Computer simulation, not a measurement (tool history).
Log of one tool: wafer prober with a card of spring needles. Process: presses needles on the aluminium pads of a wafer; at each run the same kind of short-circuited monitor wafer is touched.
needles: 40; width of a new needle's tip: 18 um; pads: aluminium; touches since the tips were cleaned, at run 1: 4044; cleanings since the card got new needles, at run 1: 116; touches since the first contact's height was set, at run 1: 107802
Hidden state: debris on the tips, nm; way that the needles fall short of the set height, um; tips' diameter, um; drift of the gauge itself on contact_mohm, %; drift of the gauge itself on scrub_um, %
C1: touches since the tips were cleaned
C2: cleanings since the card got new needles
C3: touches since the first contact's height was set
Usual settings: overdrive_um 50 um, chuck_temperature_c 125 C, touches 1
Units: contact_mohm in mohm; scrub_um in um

run 1 hour=0 | overdrive_um=50 chuck_temperature_c=125 touches=1 | C1=4044 C2=116 C3=107802 | contact_mohm=525 scrub_um=10.16
-- hour=5.6 tips cleaned on abrasive film
-- hour=16.7 tips cleaned on abrasive film
-- hour=27.8 tips cleaned on abrasive film
-- hour=38.9 tips cleaned on abrasive film
run 2 hour=49.7 | overdrive_um=50 chuck_temperature_c=78 touches=1 | C1=5481 C2=120 C3=132651 | contact_mohm=570 scrub_um=10.1
-- hour=52.6 tips cleaned on abrasive film
-- hour=66.4 tips cleaned on abrasive film
-- hour=77.5 tips cleaned on abrasive film
-- hour=91.3 tips cleaned on abrasive film
-- hour=97.1 height of the first contact set anew
run 3 hour=99.6 | overdrive_um=50 chuck_temperature_c=78 touches=1 | C1=4002 C2=124 C3=1235 | contact_mohm=521 scrub_um=10.34
-- hour=105.2 tips cleaned on abrasive film
-- hour=116.3 tips cleaned on abrasive film
-- hour=130.1 tips cleaned on abrasive film
-- hour=141.2 tips cleaned on abrasive film
run 4 hour=151.4 | overdrive_um=50 chuck_temperature_c=78 touches=1 | C1=5157 C2=128 C3=27144 | contact_mohm=548 scrub_um=10.3
-- hour=154.3 tips cleaned on abrasive film
-- hour=165.3 tips cleaned on abrasive film
-- hour=176.4 tips cleaned on abrasive film
run 5 hour=186.1 | overdrive_um=55 chuck_temperature_c=78 touches=1 | C1=4871 C2=131 C3=44466 | contact_mohm=487 scrub_um=11.3
-- hour=189 tips cleaned on abrasive film
-- hour=200 tips cleaned on abrasive film
-- hour=211.1 tips cleaned on abrasive film
run 6 hour=217.1 | overdrive_um=55 chuck_temperature_c=78 touches=1 | C1=2988 C2=134 C3=59905 | contact_mohm=457 scrub_um=11.27
-- hour=222.6 tips cleaned on abrasive film
-- hour=233.7 tips cleaned on abrasive film
-- hour=244.8 tips cleaned on abrasive film
-- hour=255.9 tips cleaned on abrasive film
-- hour=269.7 tips cleaned on abrasive film
-- hour=282.8 tips cleaned on abrasive film
run 7 hour=282.8 | overdrive_um=55 chuck_temperature_c=88 touches=1 | C1=0 C2=140 C3=92715 | contact_mohm=250 scrub_um=11.22
-- hour=293.9 tips cleaned on abrasive film
-- hour=307.7 tips cleaned on abrasive film
-- hour=321.5 tips cleaned on abrasive film
run 8 hour=327 | overdrive_um=50 chuck_temperature_c=100 touches=3 | C1=2728 C2=143 C3=114811 | contact_mohm=321 scrub_um=10.12
-- hour=335.3 tips cleaned on abrasive film
-- hour=346.4 tips cleaned on abrasive film
-- hour=357.5 tips cleaned on abrasive film
-- hour=368.6 tips cleaned on abrasive film
-- hour=382.4 tips cleaned on abrasive film
run 9 hour=383.4 | overdrive_um=39 chuck_temperature_c=88 touches=1 | C1=493 C2=148 C3=142973 | contact_mohm=403 scrub_um=7.8
-- hour=394.5 tips cleaned on abrasive film
-- hour=405.5 tips cleaned on abrasive film
-- hour=408.6 height of the first contact set anew
-- hour=416.9 tips cleaned on abrasive film
-- hour=430.8 tips cleaned on abrasive film
-- hour=441.8 tips cleaned on abrasive film
-- hour=453.7 tips cleaned on abrasive film
run 10 hour=453.7 | overdrive_um=39 chuck_temperature_c=58 touches=3 | C1=0 C2=154 C3=22530 | contact_mohm=243 scrub_um=8.02
-- hour=464.8 tips cleaned on abrasive film
-- hour=478.6 tips cleaned on abrasive film
-- hour=492.5 tips cleaned on abrasive film
-- hour=503.6 tips cleaned on abrasive film
-- hour=514.6 tips cleaned on abrasive film
run 11 hour=524.7 | overdrive_um=65 chuck_temperature_c=125 touches=2 | C1=5063 C2=159 C3=58029 | contact_mohm=349 scrub_um=13.37
-- hour=527.5 tips cleaned on abrasive film
-- hour=538.6 tips cleaned on abrasive film
-- hour=552.5 tips cleaned on abrasive film
-- hour=563.5 tips cleaned on abrasive film
-- hour=575.1 tips cleaned on abrasive film
run 12 hour=575.1 | overdrive_um=50 chuck_temperature_c=125 touches=2 | C1=0 C2=164 C3=83187 | contact_mohm=255 scrub_um=10.18

Run 13 comes next. What will it give?
-- hour=589 tips cleaned on abrasive film
-- hour=600.1 tips cleaned on abrasive film
-- hour=613.9 tips cleaned on abrasive film
-- hour=625 tips cleaned on abrasive film
-- hour=636.1 tips cleaned on abrasive film
run 13 hour=646.3 | overdrive_um=50 chuck_temperature_c=125 touches=2 | C1=5140 C2=169 C3=118762 | contact_mohm=? scrub_um=?

Run 13 gave contact_mohm 432 mohm, scrub_um 10.15 um.
Without the tool's hidden state the same run would have given contact_mohm 241 mohm, scrub_um 10.35 um.
